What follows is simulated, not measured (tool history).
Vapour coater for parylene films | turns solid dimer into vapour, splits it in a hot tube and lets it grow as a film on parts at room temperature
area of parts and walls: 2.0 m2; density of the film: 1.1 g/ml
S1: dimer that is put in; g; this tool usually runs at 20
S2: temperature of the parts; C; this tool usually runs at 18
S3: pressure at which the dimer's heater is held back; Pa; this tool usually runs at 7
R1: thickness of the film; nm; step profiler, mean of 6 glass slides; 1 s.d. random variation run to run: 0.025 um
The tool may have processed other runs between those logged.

{"run": 1, "day": 0.0, "S1": 20, "S2": 18, "S3": 7, "R1": 5410}
{"run": 2, "day": 0.946, "S1": 20, "S2": 18, "S3": 7, "R1": 5440}
{"run": 3, "day": 1.471, "S1": 20, "S2": 18, "S3": 7, "R1": 5380}
{"run": 4, "day": 2.238, "S1": 20, "S2": 18, "S3": 7, "R1": 5400}
{"run": 5, "day": 2.871, "S1": 20, "S2": 12, "S3": 7, "R1": 6140}
{"run": 6, "day": 3.762, "S1": 20, "S2": 12, "S3": 7, "R1": 6160}
{"run": 7, "day": 4.304, "S1": 20, "S2": 12, "S3": 7, "R1": 6180}
{"run": 8, "day": 4.842, "S1": 20, "S2": 12, "S3": 7, "R1": 6130}
{"run": 9, "day": 5.904, "S1": 18, "S2": 18, "S3": 7, "R1": 4830}
{"run": 10, "day": 7.083, "S1": 18, "S2": 18, "S3": 7, "R1": 4850}
{"run": 11, "day": 7.812, "S1": 18, "S2": 18, "S3": 7, "R1": 4840}
{"run": 12, "day": 8.408, "S1": 18, "S2": 18, "S3": 7, "R1": 4840}
{"run": 13, "day": 9.238, "S1": 18, "S2": 18, "S3": 7, "R1": 4780}
{"run": 14, "day": 10.071, "S1": 18, "S2": 18, "S3": 7, "R1": 4830}
{"run": 15, "day": 10.962, "S1": 20, "S2": 18, "S3": 7, "R1": 5320}
{"run": 16, "day": 11.846, "S1": 20, "S2": 18, "S3": 7, "R1": 5330}
{"run": 17, "day": 12.954, "S1": 20, "S2": 18, "S3": 7, "R1": 5380}
{"day": 13.533, "done": "trap's valve overhauled"}
{"run": 18, "day": 14.104, "S1": 20, "S2": 18, "S3": 7, "R1": 5520}
{"run": 19, "day": 15.1, "S1": 20, "S2": 18, "S3": 7, "R1": 5550}
{"run": 20, "day": 16.333, "S1": 20, "S2": 18, "S3": 7, "R1": 5570}
{"run": 21, "day": 16.938, "S1": 20, "S2": 18, "S3": 7, "R1": 5570}
{"run": 22, "day": 17.9, "S1": 20, "S2": 18, "S3": 7, "R1": 5550}
{"run": 23, "day": 19.067, "S1": 20, "S2": 10, "S3": 7, "R1": 6610}
{"run": 24, "day": 19.596, "S1": 27, "S2": 18, "S3": 7, "R1": 7430}
{"run": 25, "day": 20.671, "S1": 11, "S2": 18, "S3": 7, "R1": 3040}
{"run": 26, "day": 21.317, "S1": 11, "S2": 18, "S3": 10.54, "R1": 2840}
{"run": 27, "day": 22.567, "S1": 10, "S2": 20, "S3": 10.54, "R1": 2460}
{"run": 28, "day": 23.667, "S1": 10, "S2": 20, "S3": 10.54, "R1": 2460}
{"run": 29, "day": 24.588, "S1": 20, "S2": 11, "S3": 5.32, "R1": 6790}
{"run": 30, "day": 25.35, "S1": 11, "S2": 29, "S3": 2.17, "R1": 2870}
{"run": 31, "day": 26.058, "S1": 23, "S2": 18, "S3": 3.57, "R1": 7060}
{"run": 32, "day": 27.05, "S1": 14, "S2": 14, "S3": 3.57, "R1": 4750}
{"run": 33, "day": 28.096, "S1": 11, "S2": 14, "S3": 3.57, "R1": 3710}
{"run": 34, "day": 29.058, "S1": 11, "S2": 14, "S3": 3.57, "R1": 3730}
{"run": 35, "day": 29.804, "S1": 31, "S2": 18, "S3": 9.2, "R1": 8120}
{"run": 36, "day": 30.929, "S1": 31, "S2": 18, "S3": 9.2, "R1": 8070}
{"run": 37, "day": 32.162, "S1": 31, "S2": 18, "S3": 9.2, "R1": 8040}
{"run": 38, "day": 33.312, "S1": 31, "S2": 11, "S3": 9.2, "R1": 9480}
{"run": 39, "day": 34.142, "S1": 34, "S2": 19, "S3": 11.85, "R1": 8240}
{"run": 40, "day": 35.175, "S1": 25, "S2": 18, "S3": 5.31, "R1": 7120}
{"run": 41, "day": 36.383, "S1": 25, "S2": 18, "S3": 5.31, "R1": 7100}
{"run": 42, "day": 37.479, "S1": 25, "S2": 18, "S3": 5.31, "R1": 7150}
{"run": 43, "day": 38.067, "S1": 25, "S2": 18, "S3": 5.31, "R1": 7050}
{"run": 44, "day": 39.212, "S1": 8, "S2": 18, "S3": 2.46, "R1": 2590}
{"run": 45, "day": 40.254, "S1": 13, "S2": 17, "S3": 9.95, "R1": 3410}
{"run": 46, "day": 41.017, "S1": 13, "S2": 25, "S3": 2.66, "R1": 3540}

Estimate the outcome of run 47 from the log above:
{"run": 47, "day": 41.583, "S1": 13, "S2": 11, "S3": 2.66, "R1": "?"}

Run 47 yielded R1 4820 nm.
On a tool with no hidden condition, and with the same random variation, this run would have come out at R1 5030 nm.
